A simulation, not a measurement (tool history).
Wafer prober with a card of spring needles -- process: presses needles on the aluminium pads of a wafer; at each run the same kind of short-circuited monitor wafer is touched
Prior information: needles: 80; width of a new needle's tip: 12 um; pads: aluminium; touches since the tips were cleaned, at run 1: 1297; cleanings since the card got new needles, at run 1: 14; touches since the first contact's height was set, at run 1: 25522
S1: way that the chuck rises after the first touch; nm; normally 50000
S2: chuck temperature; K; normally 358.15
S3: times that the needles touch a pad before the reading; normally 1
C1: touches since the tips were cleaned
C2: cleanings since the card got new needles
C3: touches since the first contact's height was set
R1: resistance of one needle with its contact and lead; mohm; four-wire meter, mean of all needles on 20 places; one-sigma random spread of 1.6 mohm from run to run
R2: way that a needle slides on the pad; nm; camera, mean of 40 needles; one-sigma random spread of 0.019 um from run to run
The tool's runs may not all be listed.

{"run": 1, "day": 0.0, "S1": 50000, "S2": 358.15, "S3": 1, "C1": 1297, "C2": 14, "C3": 25522, "R1": 154, "R2": 7710}
{"day": 0.725, "done": "tips cleaned on abrasive film"}
{"run": 2, "day": 1.183, "S1": 50000, "S2": 358.15, "S3": 1, "C1": 3659, "C2": 15, "C3": 34913, "R1": 157, "R2": 7740}
{"day": 1.621, "done": "tips cleaned on abrasive film"}
{"run": 3, "day": 2.125, "S1": 50000, "S2": 358.15, "S3": 1, "C1": 4020, "C2": 16, "C3": 42390, "R1": 155, "R2": 7730}
{"day": 2.525, "done": "tips cleaned on abrasive film"}
{"run": 4, "day": 3.292, "S1": 50000, "S2": 358.15, "S3": 1, "C1": 6103, "C2": 17, "C3": 51663, "R1": 153, "R2": 7720}
{"day": 3.458, "done": "tips cleaned on abrasive film"}
{"day": 4.362, "done": "tips cleaned on abrasive film"}
{"run": 5, "day": 4.671, "S1": 50000, "S2": 358.15, "S3": 1, "C1": 2440, "C2": 19, "C3": 62582, "R1": 158, "R2": 7770}
{"day": 5.325, "done": "tips cleaned on abrasive film"}
{"run": 6, "day": 5.45, "S1": 50000, "S2": 358.15, "S3": 1, "C1": 1013, "C2": 20, "C3": 68783, "R1": 154, "R2": 7730}
{"day": 6.283, "done": "tips cleaned on abrasive film"}
{"run": 7, "day": 6.283, "S1": 50000, "S2": 359.15, "S3": 1, "C1": 0, "C2": 21, "C3": 75368, "R1": 155, "R2": 7740}
{"run": 8, "day": 7.079, "S1": 50000, "S2": 359.15, "S3": 1, "C1": 6363, "C2": 21, "C3": 81731, "R1": 154, "R2": 7790}
{"day": 7.212, "done": "tips cleaned on abrasive film"}
{"run": 9, "day": 7.975, "S1": 50000, "S2": 305.15, "S3": 1, "C1": 6069, "C2": 22, "C3": 88823, "R1": 140, "R2": 7740}
{"day": 8.092, "done": "tips cleaned on abrasive film"}
{"day": 8.288, "done": "height of the first contact set anew"}
{"day": 9.058, "done": "tips cleaned on abrasive film"}
{"run": 10, "day": 9.458, "S1": 50000, "S2": 305.15, "S3": 1, "C1": 3200, "C2": 24, "C3": 9314, "R1": 142, "R2": 7790}
{"day": 9.933, "done": "tips cleaned on abrasive film"}
{"run": 11, "day": 10.646, "S1": 43000, "S2": 304.15, "S3": 1, "C1": 5708, "C2": 25, "C3": 18762, "R1": 147, "R2": 6670}
{"day": 10.821, "done": "tips cleaned on abrasive film"}
{"run": 12, "day": 11.333, "S1": 50000, "S2": 308.15, "S3": 2, "C1": 4086, "C2": 26, "C3": 24185, "R1": 148, "R2": 7770}
{"day": 11.725, "done": "tips cleaned on abrasive film"}
{"run": 13, "day": 12.321, "S1": 50000, "S2": 308.15, "S3": 2, "C1": 4759, "C2": 27, "C3": 32050, "R1": 145, "R2": 7760}
{"day": 12.683, "done": "tips cleaned on abrasive film"}
{"run": 14, "day": 13.112, "S1": 50000, "S2": 304.15, "S3": 1, "C1": 3437, "C2": 28, "C3": 38319, "R1": 143, "R2": 7800}
{"day": 13.679, "done": "tips cleaned on abrasive film"}
{"run": 15, "day": 14.046, "S1": 50000, "S2": 304.15, "S3": 1, "C1": 2930, "C2": 29, "C3": 45720, "R1": 145, "R2": 7800}

Forecast each of these 5 alternatives for the next run:
{"day": 14.604, "done": "tips cleaned on abrasive film"}
{"run": "A", "day": 15.15, "S1": 48000, "S2": 304.15, "S3": 1, "C1": 4344, "C2": 30, "C3": 54473, "R1": "?", "R2": "?"}
{"day": 14.604, "done": "tips cleaned on abrasive film"}
{"run": "B", "day": 15.15, "S1": 50000, "S2": 358.15, "S3": 1, "C1": 4344, "C2": 30, "C3": 54473, "R1": "?", "R2": "?"}
{"day": 14.604, "done": "tips cleaned on abrasive film"}
{"run": "C", "day": 15.15, "S1": 50000, "S2": 324.15, "S3": 1, "C1": 4344, "C2": 30, "C3": 54473, "R1": "?", "R2": "?"}
{"day": 14.604, "done": "tips cleaned on abrasive film"}
{"run": "D", "day": 15.15, "S1": 50000, "S2": 302.15, "S3": 1, "C1": 4344, "C2": 30, "C3": 54473, "R1": "?", "R2": "?"}
{"day": 14.604, "done": "tips cleaned on abrasive film"}
{"run": "E", "day": 15.15, "S1": 39000, "S2": 314.15, "S3": 1, "C1": 4344, "C2": 30, "C3": 54473, "R1": "?", "R2": "?"}

run=A R1=146 R2=7490
run=B R1=155 R2=7780
run=C R1=148 R2=7820
run=D R1=145 R2=7800
run=E R1=152 R2=6080
Without the tool's unlogged condition, the same runs would have read:
run=A R1=146 R2=7410
run=B R1=155 R2=7700
run=C R1=147 R2=7730
run=D R1=144 R2=7710
run=E R1=151 R2=6020
